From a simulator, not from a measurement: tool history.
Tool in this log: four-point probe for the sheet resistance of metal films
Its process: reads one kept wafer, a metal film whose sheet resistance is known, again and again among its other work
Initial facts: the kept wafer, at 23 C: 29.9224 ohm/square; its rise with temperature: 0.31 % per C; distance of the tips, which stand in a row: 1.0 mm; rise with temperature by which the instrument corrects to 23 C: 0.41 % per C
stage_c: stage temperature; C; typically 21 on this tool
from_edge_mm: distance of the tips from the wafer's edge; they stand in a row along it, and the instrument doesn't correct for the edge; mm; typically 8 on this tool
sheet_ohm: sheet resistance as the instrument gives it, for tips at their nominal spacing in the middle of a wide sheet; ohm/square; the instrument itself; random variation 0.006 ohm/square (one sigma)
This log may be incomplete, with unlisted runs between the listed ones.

run    hour  stage_c  from_edge_mm  sheet_ohm
  1       0       21             8  30.195632
  2    99.2       21             8  30.206933
  3   246.5       21             8  30.213508
  4   393.6       20             8  30.251094
  5   456.9       21            62  29.960963
  6   595.4       21            62  29.981828
  7     662       21             8  30.231254
  8     784       21             8  30.243878
  9   884.2       21             8  30.263075
 10  1015.3       21             8  30.248864
 11  1112.6       21             8  30.257336
 12  1212.4       21             8  30.271286
 13  1346.6       21             8  30.280295
 14    1434       21             8  30.283235
 15    1539       24             8  30.205539
 16  1611.1       24             8  30.215945
 17  1685.4       27             8  30.126214
     1699.7  -- stage's thermometer calibrated
 18  1747.1       21             4  31.017269
 19  1856.9       30             5  30.420192
 20  1939.5       30             5  30.432057
 21  2023.8       29             4  30.798341
 22  2117.5       27             9   30.08679
     2150.2  -- stage's thermometer calibrated, once more
 23  2220.4       24             8   30.28172
 24  2309.3       32            24  29.836846
 25  2374.1       32             8  30.054756
 26  2512.6       22             8  30.348844
 27  2658.6       23            24   30.12078
 28  2784.7       30            34  29.903348

Consider 5 possible next runs. They are alternatives, not a sequence: every one starts from the tool as it was left by run 28. What does each give?
  A  2925.7       20             7          ?
  B  2925.7       23            13          ?
  C  2925.7       28             8          ?
  D  2925.7       30             5          ?
  E  2925.7       25             5          ?

run  sheet_ohm
  A  30.524937
  B  30.196221
  C  30.211709
  D  30.531277
  E  30.671648
What these runs would have given with no unlogged condition in the tool:
run  sheet_ohm
  A  30.343268
  B  30.016398
  C  30.031863
  D  30.349712
  E  30.489252
